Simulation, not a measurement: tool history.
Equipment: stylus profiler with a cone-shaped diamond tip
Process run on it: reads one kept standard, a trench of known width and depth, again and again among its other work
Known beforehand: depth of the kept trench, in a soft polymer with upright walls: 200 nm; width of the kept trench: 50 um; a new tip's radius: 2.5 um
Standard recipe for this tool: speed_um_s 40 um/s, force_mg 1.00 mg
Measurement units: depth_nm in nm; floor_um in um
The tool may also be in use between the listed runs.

run 1 hour=0.0 | speed_um_s=40 force_mg=1.00 | depth_nm=200.92 floor_um=47.37
run 2 hour=21.5 | speed_um_s=40 force_mg=1.00 | depth_nm=200.78 floor_um=47.38
run 3 hour=40.3 | speed_um_s=40 force_mg=1.00 | depth_nm=200.81 floor_um=47.39
run 4 hour=64.9 | speed_um_s=40 force_mg=1.00 | depth_nm=200.84 floor_um=47.37
run 5 hour=93.8 | speed_um_s=40 force_mg=1.00 | depth_nm=200.76 floor_um=47.38
run 6 hour=110.4 | speed_um_s=40 force_mg=1.00 | depth_nm=200.76 floor_um=47.28
-- hour=112.8 height scale calibrated on a step standard
run 7 hour=132.2 | speed_um_s=40 force_mg=1.00 | depth_nm=200.69 floor_um=47.38
run 8 hour=153.5 | speed_um_s=40 force_mg=1.00 | depth_nm=200.73 floor_um=47.34
-- hour=159.7 height scale calibrated on a step standard, once more
run 9 hour=174.6 | speed_um_s=40 force_mg=1.00 | depth_nm=200.93 floor_um=47.36
run 10 hour=204.5 | speed_um_s=40 force_mg=1.00 | depth_nm=201.02 floor_um=47.32
run 11 hour=233.9 | speed_um_s=23 force_mg=1.01 | depth_nm=201.05 floor_um=47.43
run 12 hour=257.7 | speed_um_s=23 force_mg=1.01 | depth_nm=200.74 floor_um=47.48

Run 13 is up next; what results do you expect?
run 13 hour=275.0 | speed_um_s=23 force_mg=1.01 | depth_nm=? floor_um=?

Run 13 gave depth_nm 201.10 nm, floor_um 47.43 um.
Take away the tool's hidden state, keep the run-to-run variation as it was, and the same run would have given depth_nm 201.16 nm, floor_um 47.81 um.
